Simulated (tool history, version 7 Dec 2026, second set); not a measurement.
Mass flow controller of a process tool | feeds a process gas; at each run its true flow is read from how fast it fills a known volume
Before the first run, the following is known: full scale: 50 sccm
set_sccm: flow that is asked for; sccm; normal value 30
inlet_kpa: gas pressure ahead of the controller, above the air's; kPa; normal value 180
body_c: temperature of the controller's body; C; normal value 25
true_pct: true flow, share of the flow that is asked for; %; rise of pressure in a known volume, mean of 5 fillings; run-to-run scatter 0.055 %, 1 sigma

run 1 hour=0.0 | set_sccm=30 inlet_kpa=180 body_c=25 | true_pct=98.23
run 2 hour=213.0 | set_sccm=30 inlet_kpa=180 body_c=25 | true_pct=98.23
run 3 hour=352.0 | set_sccm=30 inlet_kpa=180 body_c=39 | true_pct=97.37
run 4 hour=657.6 | set_sccm=30 inlet_kpa=180 body_c=36 | true_pct=97.52
run 5 hour=791.2 | set_sccm=30 inlet_kpa=180 body_c=30 | true_pct=97.90
run 6 hour=961.7 | set_sccm=30 inlet_kpa=180 body_c=30 | true_pct=97.88
run 7 hour=1244.2 | set_sccm=34 inlet_kpa=226 body_c=34 | true_pct=98.29
run 8 hour=1430.4 | set_sccm=7 inlet_kpa=168 body_c=25 | true_pct=91.66
run 9 hour=1588.8 | set_sccm=7 inlet_kpa=168 body_c=25 | true_pct=91.55
run 10 hour=1749.8 | set_sccm=14 inlet_kpa=224 body_c=21 | true_pct=95.58
run 11 hour=1915.1 | set_sccm=14 inlet_kpa=224 body_c=21 | true_pct=95.59
run 12 hour=2204.7 | set_sccm=14 inlet_kpa=228 body_c=21 | true_pct=95.42

Predict each of these 5 candidate next runs independently; none follows another, all start after run 12:
run A hour=2335.8 | set_sccm=14 inlet_kpa=228 body_c=38 | true_pct=?
run B hour=2335.8 | set_sccm=14 inlet_kpa=233 body_c=21 | true_pct=?
run C hour=2335.8 | set_sccm=30 inlet_kpa=275 body_c=25 | true_pct=?
run D hour=2335.8 | set_sccm=6 inlet_kpa=265 body_c=25 | true_pct=?
run E hour=2335.8 | set_sccm=10 inlet_kpa=228 body_c=21 | true_pct=?

run=A true_pct=94.56
run=B true_pct=95.40
run=C true_pct=98.56
run=D true_pct=89.91
run=E true_pct=93.73
Stripped of hidden state, with their random variation kept, the same runs would have yielded:
run=A true_pct=97.01
run=B true_pct=97.85
run=C true_pct=99.09
run=D true_pct=97.18
run=E true_pct=97.63
